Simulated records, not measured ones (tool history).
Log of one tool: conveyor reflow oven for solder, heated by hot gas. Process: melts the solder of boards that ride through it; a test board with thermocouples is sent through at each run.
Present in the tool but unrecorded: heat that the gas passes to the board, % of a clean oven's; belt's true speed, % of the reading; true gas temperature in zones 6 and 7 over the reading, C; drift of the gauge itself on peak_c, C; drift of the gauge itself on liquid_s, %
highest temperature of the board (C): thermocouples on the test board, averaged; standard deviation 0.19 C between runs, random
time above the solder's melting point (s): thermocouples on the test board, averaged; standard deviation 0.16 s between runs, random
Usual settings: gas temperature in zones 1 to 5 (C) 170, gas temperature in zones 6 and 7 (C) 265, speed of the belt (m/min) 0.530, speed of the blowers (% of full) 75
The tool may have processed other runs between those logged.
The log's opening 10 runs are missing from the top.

run	hour	gas temperature in zones 1 to 5 (C)	gas temperature in zones 6 and 7 (C)	speed of the belt (m/min)	speed of the blowers (% of full)	hours of work since the flux was cleaned out	hours of work since the belt drive was overhauled	hours of work since the thermocouples were changed	highest temperature of the board (C)	time above the solder's melting point (s)
# hour 59.1: belt drive overhauled, speed set with a stopwatch
11	67.0	170	265	0.530	77	287	6	380	251.2	57.5
12	71.5	170	265	0.530	77	290	9	383	251.7	57.6
13	75.2	170	265	0.530	77	293	12	386	251.2	57.8
14	80.2	170	265	0.530	75	297	16	390	250.7	57.1
15	87.4	170	265	0.530	75	302	21	395	250.3	57.2
16	92.6	170	265	0.530	75	306	25	399	250.5	57.2
17	97.1	172	265	0.530	75	309	29	403	251.1	58.0
18	101.3	175	265	0.530	75	313	32	406	251.4	59.6
19	105.8	168	266	0.429	75	316	35	409	257.0	77.1
# hour 111.9: belt drive overhauled, speed set with a stopwatch, once more
20	119.0	170	278	0.571	75	323	5	416	259.1	57.3
21	127.8	180	265	0.441	58	330	12	423	253.1	75.4
22	133.2	166	265	0.471	74	334	16	427	252.9	65.5
23	141.2	170	265	0.487	79	340	22	433	253.7	65.4
24	145.1	170	266	0.508	87	343	25	436	255.1	63.4
25	149.9	170	262	0.508	64	346	29	439	246.1	54.7
26	156.6	170	262	0.508	64	351	34	444	246.1	54.8
27	164.3	156	262	0.624	64	357	39	450	234.9	28.4
28	173.0	156	262	0.624	64	364	46	457	235.0	28.3
29	179.7	156	262	0.624	64	369	51	462	235.1	28.3
30	186.3	163	259	0.558	55	374	56	467	235.5	34.3
31	192.5	160	257	0.517	69	378	61	472	240.6	45.0

Predict each of these 4 candidate next runs independently; none follows another, all start after run 31:
A	201.5	170	265	0.448	75	385	68	478	?	?
B	201.5	156	271	0.444	75	385	68	478	?	?
C	201.5	157	271	0.530	57	385	68	478	?	?
D	201.5	171	257	0.517	69	385	68	478	?	?

run	highest temperature of the board (C)	time above the solder's melting point (s)
A	254.9	72.5
B	258.7	71.0
C	246.5	47.4
D	242.3	51.3
Take away the tool's hidden state, keep each run's random variation, and the runs would have read:
run	highest temperature of the board (C)	time above the solder's melting point (s)
A	256.7	75.0
B	261.0	73.8
C	249.5	50.9
D	244.5	55.0
